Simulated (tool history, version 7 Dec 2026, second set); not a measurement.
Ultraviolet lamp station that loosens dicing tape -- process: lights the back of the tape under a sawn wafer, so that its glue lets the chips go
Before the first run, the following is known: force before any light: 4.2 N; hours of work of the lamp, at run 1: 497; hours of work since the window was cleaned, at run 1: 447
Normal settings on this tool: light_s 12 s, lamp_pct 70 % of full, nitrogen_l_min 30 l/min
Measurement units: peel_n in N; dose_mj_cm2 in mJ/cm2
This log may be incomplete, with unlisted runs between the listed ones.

run     day  light_s  lamp_pct  nitrogen_l_min  hours of work of the lamp  hours of work since the window was cleaned  peel_n  dose_mj_cm2
  1   0.000       12        70              30                        497                                         447   0.897          315
  2   0.529        8        70              30                        507                                         456   1.399          212
  3   1.371        8        70              30                        523                                         472   1.494          208
  4   1.792       12        70              30                        530                                         480   0.941          313
  5   2.296       12        70              30                        540                                         489   0.908          308
  6   3.025       12        70              30                        553                                         503   0.939          302
  7   3.750       12        70              36                        567                                         516   0.895          305
      3.921  -- window cleaned of glue's vapour
  8   4.612       12        70              36                        582                                          13   0.995          279
  9   4.967       12        70              36                        589                                          19   0.990          279
 10   5.521       12        87              30                        599                                          30   0.817          339
 11   6.004       12        70              30                        608                                          39   1.030          274
 12   6.425       12        70              31                        616                                          46   1.096          269
 13   6.933       20        70              31                        625                                          56   0.527          445
 14   7.567       12        70               9                        637                                          68   1.703          264
      7.654  -- window cleaned of glue's vapour, once more
 15   7.971       12        70               9                        644                                           6   1.496          323
 16   8.812       12        70               9                        660                                          21   1.481          314
 17   9.600       12        70               9                        674                                          36   1.468          313
 18  10.275       12        70               9                        687                                          49   1.503          310
 19  10.633       12        70               9                        693                                          55   1.514          305
 20  11.121       12        70               9                        702                                          64   1.511          306
 21  11.704       12        97               9                        713                                          75   1.055          416
 22  12.192       12        94               9                        722                                          84   1.097          405
 23  12.842       12        70              10                        734                                          96   1.507          299
 24  13.588       16        89              30                        748                                         110   0.448          498
 25  13.929        9        73              30                        754                                         116   1.322          226
 26  14.296        7        90              56                        761                                         123   1.226          220
 27  14.846       16        70              30                        771                                         133   0.695          382
 28  15.362        8        70               9                        781                                         143   2.158          187

Run 29 has not been measured yet. What should we expect?
 29  15.771        6        67               9                        789                                         150       ?            ?

peel_n: 2.658 N
dose_mj_cm2: 135 mJ/cm2
With no hidden state in the tool, this same run would have given peel_n 2.013 N, dose_mj_cm2 220 mJ/cm2.

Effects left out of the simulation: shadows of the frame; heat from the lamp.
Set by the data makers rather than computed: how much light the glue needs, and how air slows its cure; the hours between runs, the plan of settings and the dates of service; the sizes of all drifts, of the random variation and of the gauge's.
